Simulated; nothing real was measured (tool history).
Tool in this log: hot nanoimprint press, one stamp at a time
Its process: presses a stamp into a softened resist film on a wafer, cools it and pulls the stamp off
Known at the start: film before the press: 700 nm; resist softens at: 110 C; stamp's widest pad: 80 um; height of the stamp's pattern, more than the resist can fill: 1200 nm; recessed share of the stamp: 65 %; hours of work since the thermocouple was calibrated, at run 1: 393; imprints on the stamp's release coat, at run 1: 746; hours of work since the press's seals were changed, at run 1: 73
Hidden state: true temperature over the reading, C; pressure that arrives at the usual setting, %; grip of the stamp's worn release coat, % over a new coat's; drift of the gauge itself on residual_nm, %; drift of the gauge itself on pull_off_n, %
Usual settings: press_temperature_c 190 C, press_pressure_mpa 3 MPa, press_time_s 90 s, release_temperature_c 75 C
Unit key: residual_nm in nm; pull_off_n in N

run,hour,press_temperature_c,press_pressure_mpa,press_time_s,release_temperature_c,hours of work since the thermocouple was calibrated,imprints on the stamp's release coat,hours of work since the press's seals were changed,residual_nm,pull_off_n
1,0,190,3,90,75,393,746,73,297.8,312
2,10.3,190,3,90,75,401,798,80,299.1,315
3,22.3,190,3,90,75,409,859,89,299,329
4,35.9,190,3,90,75,419,928,98,300.5,342
5,44,190,3,90,75,425,968,104,300.1,334
6,58.1,190,3,90,75,435,1040,114,300.4,331
7,66,190,3,90,75,440,1080,120,300.9,359
8,79.5,184,3,90,75,450,1148,129,365,348
9,91.9,184,3,90,75,459,1211,138,363.8,367
10,100.4,184,3,90,75,465,1254,144,364,373
11,115.5,184,3,90,75,475,1330,155,365.8,390
12,126.3,184,3.56,90,75,483,1385,163,334.8,411
13,140.4,184,3.56,90,75,493,1456,173,336,409
# hour 144.6: plate thermocouple calibrated
14,158.2,184,3.56,90,75,10,1531,183,313.3,378
15,167.4,184,3.56,90,75,16,1577,190,311,389
16,183.1,190,4.7,129,66,27,1657,201,191.3,519
17,194.9,190,1.81,102,66,36,1716,209,363.5,530
# hour 211.8: stamp cleaned and given a new release coat
18,212.9,190,1.81,102,66,44,5,218,362.7,258
19,227.4,190,1.81,98,63,55,79,228,368.6,295
20,235,190,1.81,98,63,60,117,233,367,310
21,247.4,190,1.81,98,63,69,180,242,367.3,306
22,263.3,190,1.81,98,63,80,260,254,367.4,324
23,270.3,190,3.74,78,63,85,296,258,265.7,331
24,286.3,196,3.03,83,64,96,376,270,244.2,333
25,299.3,196,3.03,83,64,106,442,279,246,333
26,306.3,179,3.98,90,60,111,478,284,350.3,364
27,322.3,199,3.98,90,76,122,559,296,184.9,272
28,329.1,199,3.98,90,76,127,593,300,184.4,283
29,340.6,199,3.98,90,76,135,651,308,185.3,283

Per-run results on a tool with no hidden state, each run keeping its own random variation:
run,residual_nm,pull_off_n
1,281.8,218
2,282.6,214
3,282.1,220
4,283.1,221
5,282.5,213
6,282.3,205
7,282.5,219
8,341.7,207
9,340.1,213
10,339.9,213
11,341.1,217
12,310.8,224
13,311.4,217
14,312.8,208
15,310.1,211
16,190.2,273
17,361.8,273
18,360.6,257
19,365.9,283
20,364.1,293
21,364,280
22,363.3,287
23,261.7,289
24,240.5,280
25,241.9,272
26,343.2,293
27,181.1,211
28,180.5,216
29,181.1,211
